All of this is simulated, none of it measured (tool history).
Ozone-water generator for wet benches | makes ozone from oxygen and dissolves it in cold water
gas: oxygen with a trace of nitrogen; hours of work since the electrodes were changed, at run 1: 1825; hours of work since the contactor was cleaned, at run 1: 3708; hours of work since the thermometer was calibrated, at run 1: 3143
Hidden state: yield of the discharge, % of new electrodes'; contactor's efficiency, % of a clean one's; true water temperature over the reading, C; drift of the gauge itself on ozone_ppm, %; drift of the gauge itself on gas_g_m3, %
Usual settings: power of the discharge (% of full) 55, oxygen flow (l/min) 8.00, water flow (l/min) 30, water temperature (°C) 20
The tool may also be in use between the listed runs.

run	hour	power of the discharge (% of full)	oxygen flow (l/min)	water flow (l/min)	water temperature (°C)	hours of work since the electrodes were changed	hours of work since the contactor was cleaned	hours of work since the thermometer was calibrated	dissolved ozone (ppm)	ozone in the gas ahead of the water (g/m3)
1	0.0	55	8.00	30	20	1825	3708	3143	14.0	142.9
2	25.7	55	8.00	30	20	1850	3733	3168	14.1	143.7
3	56.8	55	8.00	30	20	1881	3764	3199	14.0	142.5
4	98.6	55	8.00	32	20	1923	3806	3241	13.2	143.9
5	127.2	55	8.00	32	20	1951	3834	3269	13.3	142.2
6	167.9	55	8.00	32	20	1991	3874	3309	13.2	144.0
# hour 188.1: contactor cleaned
7	205.7	55	8.00	33	20	2025	17	3343	13.6	142.7
8	234.4	55	8.00	24	20	2053	46	3371	17.6	142.0
9	261.7	55	7.96	30	20	2080	73	3398	14.6	142.4
10	318.4	55	8.00	30	19	2137	129	3455	14.7	142.2
11	353.2	55	8.00	30	19	2171	164	3489	14.8	140.7
12	398.5	55	8.00	30	19	2216	209	3534	14.7	139.9
13	447.3	55	8.00	30	19	2264	257	3582	15.0	140.2
14	497.4	82	8.00	30	20	2314	307	3632	18.1	174.8
15	526.2	55	8.00	30	20	2343	335	3661	14.7	140.4
16	554.4	55	8.00	30	20	2371	363	3689	14.4	138.9
17	588.8	55	6.24	21	22	2405	397	3723	19.1	162.1
18	617.8	84	6.24	21	22	2434	426	3751	23.9	202.8
19	660.2	42	8.00	30	17	2476	468	3794	13.2	120.0
# hour 663.6: water thermometer calibrated
20	721.0	42	8.00	30	17	2535	528	57	12.9	122.0
21	781.9	90	8.00	29	14	2596	588	117	20.8	179.3
22	819.4	55	4.87	30	20	2633	625	154	14.5	183.6
# hour 839.3: water thermometer calibrated, once more
23	854.3	55	4.87	30	20	2667	659	15	14.1	186.5
24	879.6	55	8.00	29	20	2692	685	40	14.6	137.6
25	922.1	55	8.68	19	24	2734	727	82	18.1	131.3
26	976.9	55	8.68	19	24	2789	781	136	18.3	131.8
27	1024.4	45	8.00	30	28	2836	828	184	11.2	122.6
28	1073.7	66	6.89	41	28	2885	877	232	10.5	164.7
29	1131.0	66	6.89	41	28	2941	934	289	10.4	164.1

Run 30 comes next. What will it give?
30	1161.8	66	6.89	41	28	2972	964	320	?	?

Run 30 gave dissolved ozone (ppm) 10.4, ozone in the gas ahead of the water (g/m3) 163.0.
Without the tool's hidden state the same run would have given dissolved ozone (ppm) 12.3, ozone in the gas ahead of the water (g/m3) 188.8.
